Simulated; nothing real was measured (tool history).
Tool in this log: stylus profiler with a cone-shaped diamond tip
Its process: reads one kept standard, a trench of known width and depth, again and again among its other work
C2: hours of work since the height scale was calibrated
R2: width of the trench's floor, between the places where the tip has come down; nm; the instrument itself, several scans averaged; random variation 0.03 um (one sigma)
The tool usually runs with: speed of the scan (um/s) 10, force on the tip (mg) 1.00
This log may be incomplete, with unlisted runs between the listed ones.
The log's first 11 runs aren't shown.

Run 12, day 18.767: usual settings but speed of the scan (um/s) 7, force on the tip (mg) 1.14; scans with this tip 6448; C2 581. Result: depth of the trench (nm) 1009.80, R2 15020 nm.
Run 13, day 20.729: usual settings but speed of the scan (um/s) 7, force on the tip (mg) 1.14; scans with this tip 6665; C2 601. Result: depth of the trench (nm) 1010.10, R2 15040 nm.
Run 14, day 22.221: usual settings; scans with this tip 6829; C2 616. Result: depth of the trench (nm) 1009.28, R2 15030 nm.
Run 15, day 24.171: usual settings but speed of the scan (um/s) 26; scans with this tip 7045; C2 635. Result: depth of the trench (nm) 1009.62, R2 14880 nm.
Run 16, day 25.183: usual settings but force on the tip (mg) 1.58; scans with this tip 7157; C2 645. Result: depth of the trench (nm) 1012.08, R2 14980 nm.
Run 17, day 26.808: usual settings but force on the tip (mg) 1.44; scans with this tip 7336; C2 662. Result: depth of the trench (nm) 1011.39, R2 14980 nm.
Run 18, day 28.867: usual settings but force on the tip (mg) 1.44; scans with this tip 7564; C2 682. Result: depth of the trench (nm) 1012.10, R2 14900 nm.
Run 19, day 30.338: usual settings but speed of the scan (um/s) 36; scans with this tip 7726; C2 697. Result: depth of the trench (nm) 1009.47, R2 14710 nm.
Run 20, day 32.338: usual settings but force on the tip (mg) 0.70; scans with this tip 7947; C2 717. Result: depth of the trench (nm) 1008.73, R2 14800 nm.
Run 21, day 33.588: usual settings but speed of the scan (um/s) 6; scans with this tip 8086; C2 729. Result: depth of the trench (nm) 1009.77, R2 14830 nm.
Run 22, day 35.675: usual settings but speed of the scan (um/s) 20; scans with this tip 8316; C2 750. Result: depth of the trench (nm) 1010.39, R2 14750 nm.
Run 23, day 37.633: usual settings but speed of the scan (um/s) 20, force on the tip (mg) 0.60; scans with this tip 8533; C2 769. Result: depth of the trench (nm) 1008.13, R2 14640 nm.
Run 24, day 39.804: usual settings but speed of the scan (um/s) 20, force on the tip (mg) 0.60; scans with this tip 8773; C2 791. Result: depth of the trench (nm) 1008.46, R2 14680 nm.
At day 40.029: height scale calibrated on a step standard.
Run 25, day 41.062: usual settings but speed of the scan (um/s) 7, force on the tip (mg) 0.70; scans with this tip 8909; C2 10. Result: depth of the trench (nm) 1011.03, R2 14750 nm.
Run 26, day 42.679: usual settings but speed of the scan (um/s) 14, force on the tip (mg) 1.87; scans with this tip 9088; C2 26. Result: depth of the trench (nm) 1016.15, R2 14690 nm.
Run 27, day 44.325: usual settings but speed of the scan (um/s) 4, force on the tip (mg) 1.17; scans with this tip 9270; C2 43. Result: depth of the trench (nm) 1013.08, R2 14680 nm.

Run 28 has not been measured yet. What should we expect?
At day 45.783: height scale calibrated on a step standard, once more.
Run 28, day 45.783: usual settings but speed of the scan (um/s) 5, force on the tip (mg) 0.77; scans with this tip 9429; C2 0. Result: depth of the trench (nm) ?, R2 ?.

Run 28 measured depth of the trench (nm) 1005.75, R2 14730 nm.
Without the tool's hidden state the same run would have given depth of the trench (nm) 1005.63, R2 16020 nm.
